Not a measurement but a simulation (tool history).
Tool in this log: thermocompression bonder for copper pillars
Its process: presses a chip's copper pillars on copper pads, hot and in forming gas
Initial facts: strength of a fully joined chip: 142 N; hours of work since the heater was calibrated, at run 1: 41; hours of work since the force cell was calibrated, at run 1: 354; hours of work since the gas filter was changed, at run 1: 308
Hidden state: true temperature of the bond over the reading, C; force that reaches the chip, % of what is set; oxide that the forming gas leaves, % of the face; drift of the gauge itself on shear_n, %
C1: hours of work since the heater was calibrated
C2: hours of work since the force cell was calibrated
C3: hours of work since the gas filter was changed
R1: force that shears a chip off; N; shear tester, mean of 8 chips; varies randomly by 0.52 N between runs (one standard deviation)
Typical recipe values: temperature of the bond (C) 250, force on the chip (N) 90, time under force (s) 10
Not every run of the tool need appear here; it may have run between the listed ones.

run 1 day=0 | temperature_of_the_bond_(C)=250 force_on_the_chip_(N)=90 time_under_force_(s)=10 | C1=41 C2=354 C3=308 | R1=74
run 2 day=0.979 | temperature_of_the_bond_(C)=250 force_on_the_chip_(N)=90 time_under_force_(s)=10 | C1=56 C2=369 C3=323 | R1=74.9
run 3 day=1.762 | temperature_of_the_bond_(C)=250 force_on_the_chip_(N)=90 time_under_force_(s)=10 | C1=67 C2=381 C3=334 | R1=73.7
run 4 day=2.588 | temperature_of_the_bond_(C)=250 force_on_the_chip_(N)=90 time_under_force_(s)=10 | C1=79 C2=393 C3=346 | R1=73.3
run 5 day=3.467 | temperature_of_the_bond_(C)=250 force_on_the_chip_(N)=102 time_under_force_(s)=10 | C1=92 C2=406 C3=359 | R1=83
run 6 day=4.342 | temperature_of_the_bond_(C)=250 force_on_the_chip_(N)=90 time_under_force_(s)=10 | C1=106 C2=419 C3=372 | R1=74
run 7 day=5.112 | temperature_of_the_bond_(C)=250 force_on_the_chip_(N)=90 time_under_force_(s)=10 | C1=117 C2=430 C3=384 | R1=74.3
run 8 day=5.992 | temperature_of_the_bond_(C)=250 force_on_the_chip_(N)=90 time_under_force_(s)=10 | C1=130 C2=443 C3=397 | R1=74.6
run 9 day=6.717 | temperature_of_the_bond_(C)=250 force_on_the_chip_(N)=90 time_under_force_(s)=10 | C1=141 C2=454 C3=408 | R1=74.2
run 10 day=7.671 | temperature_of_the_bond_(C)=250 force_on_the_chip_(N)=90 time_under_force_(s)=10 | C1=155 C2=468 C3=422 | R1=74.4
run 11 day=8.308 | temperature_of_the_bond_(C)=230 force_on_the_chip_(N)=90 time_under_force_(s)=10 | C1=164 C2=478 C3=431 | R1=59.4
run 12 day=8.8 | temperature_of_the_bond_(C)=230 force_on_the_chip_(N)=90 time_under_force_(s)=10 | C1=172 C2=485 C3=439 | R1=60
run 13 day=9.254 | temperature_of_the_bond_(C)=250 force_on_the_chip_(N)=71 time_under_force_(s)=10 | C1=178 C2=492 C3=445 | R1=61.7
-- day=9.754 forming gas filter changed
run 14 day=10.271 | temperature_of_the_bond_(C)=250 force_on_the_chip_(N)=71 time_under_force_(s)=10 | C1=193 C2=507 C3=8 | R1=65.1
run 15 day=10.696 | temperature_of_the_bond_(C)=250 force_on_the_chip_(N)=71 time_under_force_(s)=10 | C1=200 C2=513 C3=14 | R1=64

Predict each of these 3 candidate next runs independently; none follows another, all start after run 15:
run A day=11.567 | temperature_of_the_bond_(C)=250 force_on_the_chip_(N)=71 time_under_force_(s)=29 | C1=213 C2=526 C3=27 | R1=?
run B day=11.567 | temperature_of_the_bond_(C)=250 force_on_the_chip_(N)=125 time_under_force_(s)=10 | C1=213 C2=526 C3=27 | R1=?
run C day=11.567 | temperature_of_the_bond_(C)=253 force_on_the_chip_(N)=90 time_under_force_(s)=10 | C1=213 C2=526 C3=27 | R1=?

run=A R1=90.5
run=B R1=96.9
run=C R1=79.7
Take away the tool's hidden state, keep each run's random variation, and the runs would have read:
run=A R1=92.2
run=B R1=98.6
run=C R1=81.4
